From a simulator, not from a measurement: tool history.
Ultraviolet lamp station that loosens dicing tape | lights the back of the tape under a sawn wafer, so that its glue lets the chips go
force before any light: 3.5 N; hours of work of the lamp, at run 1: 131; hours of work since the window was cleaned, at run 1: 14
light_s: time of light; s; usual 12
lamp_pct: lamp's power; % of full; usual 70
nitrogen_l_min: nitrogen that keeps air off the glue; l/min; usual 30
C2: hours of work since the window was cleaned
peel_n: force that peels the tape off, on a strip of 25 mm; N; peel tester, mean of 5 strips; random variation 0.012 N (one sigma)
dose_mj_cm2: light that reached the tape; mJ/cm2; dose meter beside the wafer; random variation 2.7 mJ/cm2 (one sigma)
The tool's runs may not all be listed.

{"run": 1, "hour": 0.0, "light_s": 12, "lamp_pct": 70, "nitrogen_l_min": 30, "hours of work of the lamp": 131, "C2": 14, "peel_n": 0.61, "dose_mj_cm2": 352}
{"run": 2, "hour": 25.5, "light_s": 12, "lamp_pct": 70, "nitrogen_l_min": 30, "hours of work of the lamp": 143, "C2": 26, "peel_n": 0.61, "dose_mj_cm2": 344}
{"run": 3, "hour": 64.8, "light_s": 12, "lamp_pct": 72, "nitrogen_l_min": 30, "hours of work of the lamp": 160, "C2": 44, "peel_n": 0.593, "dose_mj_cm2": 350}
{"run": 4, "hour": 86.6, "light_s": 12, "lamp_pct": 72, "nitrogen_l_min": 30, "hours of work of the lamp": 170, "C2": 53, "peel_n": 0.599, "dose_mj_cm2": 345}
{"run": 5, "hour": 113.2, "light_s": 12, "lamp_pct": 72, "nitrogen_l_min": 30, "hours of work of the lamp": 182, "C2": 65, "peel_n": 0.626, "dose_mj_cm2": 342}
{"run": 6, "hour": 143.1, "light_s": 12, "lamp_pct": 66, "nitrogen_l_min": 38, "hours of work of the lamp": 196, "C2": 79, "peel_n": 0.621, "dose_mj_cm2": 309}
{"run": 7, "hour": 179.1, "light_s": 14, "lamp_pct": 67, "nitrogen_l_min": 48, "hours of work of the lamp": 212, "C2": 95, "peel_n": 0.415, "dose_mj_cm2": 361}
{"hour": 183.3, "done": "window cleaned of glue's vapour"}
{"run": 8, "hour": 214.4, "light_s": 14, "lamp_pct": 67, "nitrogen_l_min": 48, "hours of work of the lamp": 227, "C2": 14, "peel_n": 0.455, "dose_mj_cm2": 350}
{"run": 9, "hour": 239.7, "light_s": 15, "lamp_pct": 92, "nitrogen_l_min": 48, "hours of work of the lamp": 239, "C2": 25, "peel_n": 0.197, "dose_mj_cm2": 508}
{"run": 10, "hour": 278.8, "light_s": 17, "lamp_pct": 85, "nitrogen_l_min": 30, "hours of work of the lamp": 256, "C2": 43, "peel_n": 0.264, "dose_mj_cm2": 520}

Forecast each of these 5 alternatives for the next run:
{"run": "A", "hour": 298.9, "light_s": 12, "lamp_pct": 61, "nitrogen_l_min": 30, "hours of work of the lamp": 265, "C2": 52, "peel_n": "?", "dose_mj_cm2": "?"}
{"run": "B", "hour": 298.9, "light_s": 17, "lamp_pct": 85, "nitrogen_l_min": 14, "hours of work of the lamp": 265, "C2": 52, "peel_n": "?", "dose_mj_cm2": "?"}
{"run": "C", "hour": 298.9, "light_s": 17, "lamp_pct": 85, "nitrogen_l_min": 31, "hours of work of the lamp": 265, "C2": 52, "peel_n": "?", "dose_mj_cm2": "?"}
{"run": "D", "hour": 298.9, "light_s": 12, "lamp_pct": 69, "nitrogen_l_min": 30, "hours of work of the lamp": 265, "C2": 52, "peel_n": "?", "dose_mj_cm2": "?"}
{"run": "E", "hour": 298.9, "light_s": 7, "lamp_pct": 93, "nitrogen_l_min": 12, "hours of work of the lamp": 265, "C2": 52, "peel_n": "?", "dose_mj_cm2": "?"}

run=A peel_n=0.885 dose_mj_cm2=261
run=B peel_n=0.480 dose_mj_cm2=510
run=C peel_n=0.269 dose_mj_cm2=515
run=D peel_n=0.761 dose_mj_cm2=297
run=E peel_n=1.431 dose_mj_cm2=232
Without the tool's hidden state the same runs would have given:
run=A peel_n=0.675 dose_mj_cm2=316
run=B peel_n=0.331 dose_mj_cm2=617
run=C peel_n=0.174 dose_mj_cm2=623
run=D peel_n=0.561 dose_mj_cm2=359
run=E peel_n=1.195 dose_mj_cm2=281
